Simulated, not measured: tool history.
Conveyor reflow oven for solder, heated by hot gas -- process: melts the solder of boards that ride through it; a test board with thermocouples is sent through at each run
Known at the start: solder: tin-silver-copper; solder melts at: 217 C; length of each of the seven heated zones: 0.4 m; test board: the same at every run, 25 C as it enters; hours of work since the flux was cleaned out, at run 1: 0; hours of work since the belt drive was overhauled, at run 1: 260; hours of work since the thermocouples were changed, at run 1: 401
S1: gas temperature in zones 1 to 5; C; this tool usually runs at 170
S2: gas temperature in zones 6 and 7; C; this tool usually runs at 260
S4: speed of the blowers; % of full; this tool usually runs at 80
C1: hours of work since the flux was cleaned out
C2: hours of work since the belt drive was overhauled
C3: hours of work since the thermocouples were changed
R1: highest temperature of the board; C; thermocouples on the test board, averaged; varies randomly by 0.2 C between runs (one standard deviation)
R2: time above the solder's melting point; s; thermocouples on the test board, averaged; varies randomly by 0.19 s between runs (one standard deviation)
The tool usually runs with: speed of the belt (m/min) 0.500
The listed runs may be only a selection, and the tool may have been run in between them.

Run 1, day 0.000: usual settings; C1 0; C2 260; C3 401. Result: R1 248.6 C, R2 69.8 s.
Run 2, day 0.829: usual settings; C1 13; C2 273; C3 414. Result: R1 248.8 C, R2 69.6 s.
Run 3, day 1.700: usual settings; C1 26; C2 286; C3 427. Result: R1 248.8 C, R2 69.5 s.
Run 4, day 2.629: usual settings but S2 258 C; C1 41; C2 301; C3 442. Result: R1 246.9 C, R2 67.8 s.
Run 5, day 3.562: usual settings but S1 167 C; C1 55; C2 315; C3 456. Result: R1 248.1 C, R2 67.7 s.
Run 6, day 4.321: usual settings but S1 167 C; C1 67; C2 327; C3 468. Result: R1 248.1 C, R2 67.6 s.
Run 7, day 5.046: usual settings but S1 167 C, S4 58 % of full; C1 78; C2 338; C3 479. Result: R1 243.7 C, R2 61.4 s.
Run 8, day 5.825: usual settings but S1 167 C, S4 58 % of full; C1 90; C2 350; C3 491. Result: R1 243.6 C, R2 60.8 s.
Run 9, day 6.946: usual settings but S1 167 C, S4 58 % of full; C1 108; C2 368; C3 509. Result: R1 243.7 C, R2 61.2 s.
Run 10, day 7.712: usual settings but S1 167 C, S4 58 % of full; C1 120; C2 380; C3 521. Result: R1 243.9 C, R2 60.8 s.
Run 11, day 8.325: usual settings but S1 167 C, S4 58 % of full; C1 129; C2 389; C3 530. Result: R1 244.0 C, R2 61.3 s.
Run 12, day 8.800: usual settings but S1 157 C, S4 58 % of full; C1 136; C2 396; C3 537. Result: R1 241.5 C, R2 54.6 s.
Run 13, day 9.425: usual settings but S1 157 C, S4 58 % of full; C1 146; C2 406; C3 547. Result: R1 241.9 C, R2 54.7 s.
Run 14, day 10.129: usual settings but S1 157 C, S4 58 % of full; C1 157; C2 417; C3 558. Result: R1 242.0 C, R2 54.7 s.
At day 10.650: thermocouples of zones 6 and 7 changed.
Run 15, day 10.704: usual settings but S1 157 C, S4 58 % of full; C1 165; C2 425; C3 1. Result: R1 242.9 C, R2 55.5 s.
Run 16, day 11.346: usual settings but S1 180 C, speed of the belt (m/min) 0.577, S4 51 % of full; C1 175; C2 435; C3 11. Result: R1 240.5 C, R2 51.8 s.
Run 17, day 12.262: usual settings but S1 180 C, speed of the belt (m/min) 0.577, S4 51 % of full; C1 189; C2 449; C3 25. Result: R1 240.5 C, R2 52.0 s.
At day 12.521: belt drive overhauled, speed set with a stopwatch.
Run 18, day 13.000: usual settings but S1 156 C, speed of the belt (m/min) 0.572; C1 198; C2 7; C3 34. Result: R1 243.3 C, R2 49.1 s.
Run 19, day 13.871: usual settings but S1 180 C, S2 264 C, speed of the belt (m/min) 0.422, S4 90 % of full; C1 211; C2 21; C3 47. Result: R1 257.9 C, R2 98.7 s.
Run 20, day 14.867: usual settings but S1 180 C, S2 264 C, speed of the belt (m/min) 0.422, S4 90 % of full; C1 227; C2 36; C3 63. Result: R1 257.7 C, R2 98.4 s.
Run 21, day 15.583: usual settings but S1 164 C, S2 271 C, speed of the belt (m/min) 0.435, S4 59 % of full; C1 238; C2 47; C3 74. Result: R1 258.0 C, R2 85.7 s.
Run 22, day 16.275: usual settings but S2 248 C, S4 86 % of full; C1 248; C2 58; C3 85. Result: R1 238.8 C, R2 59.1 s.
Run 23, day 17.025: usual settings but S2 248 C, S4 86 % of full; C1 260; C2 70; C3 96. Result: R1 239.0 C, R2 59.2 s.
Run 24, day 17.571: usual settings but S2 248 C, S4 86 % of full; C1 268; C2 78; C3 105. Result: R1 238.5 C, R2 59.2 s.
Run 25, day 18.283: usual settings but S2 248 C, S4 86 % of full; C1 279; C2 89; C3 116. Result: R1 238.0 C, R2 59.1 s.
At day 18.688: belt drive overhauled, speed set with a stopwatch, once more.
Run 26, day 18.929: usual settings but S2 248 C, S4 86 % of full; C1 287; C2 4; C3 123. Result: R1 238.1 C, R2 58.5 s.
Run 27, day 19.933: usual settings but S2 248 C, S4 86 % of full; C1 302; C2 19; C3 139. Result: R1 238.4 C, R2 58.0 s.
Run 28, day 20.496: usual settings but S2 265 C, S4 70 % of full; C1 311; C2 28; C3 147. Result: R1 251.1 C, R2 70.1 s.
Run 29, day 21.008: usual settings but S2 265 C, S4 70 % of full; C1 319; C2 36; C3 155. Result: R1 251.1 C, R2 70.1 s.
At day 21.546: flux residue cleaned out of gas plates and filters.
Run 30, day 22.146: usual settings but S1 162 C, S2 255 C; C1 9; C2 50; C3 170. Result: R1 243.1 C, R2 60.5 s.

Below, some changes in R1 between adjacent runs. For each, the amount present without the hidden state too (settings, incoming material, random variation) and the amount remaining for the hidden state with gauge scatter not shared by both compared results:
The hidden state here: heat that the gas passes to the board, % of a clean oven's; belt's true speed, % of the reading; true gas temperature in zones 6 and 7 over the reading, C; drift of the gauge itself on peak_c, C; drift of the gauge itself on liquid_s, %.
Run 14 -> 15: thermocouples of zones 6 and 7 changed. R1 +0.9 C: hidden state +0.8, all else +0.1.
Run 18 -> 19: S1 156 -> 180, S2 260 -> 264, speed of the belt (m/min) 0.572 -> 0.422, S4 80 -> 90. R1 +14.6 C: hidden state +0.1, all else +14.5.
Run 21 -> 22: S1 164 -> 170, S2 271 -> 248, speed of the belt (m/min) 0.435 -> 0.500, S4 59 -> 86. R1 -19.2 C: hidden state -0.1, all else -19.1.
Run 25 -> 26: belt drive overhauled, speed set with a stopwatch, once more. R1 +0.1 C: hidden state -0.3, all else +0.4.
Run 27 -> 28: S2 248 -> 265, S4 86 -> 70. R1 +12.7 C: hidden state -0.1, all else +12.8.
Run 29 -> 30: S1 170 -> 162, S2 265 -> 255, S4 70 -> 80, flux residue cleaned out of gas plates and filters. R1 -8.0 C: hidden state +0.8, all else -8.8.
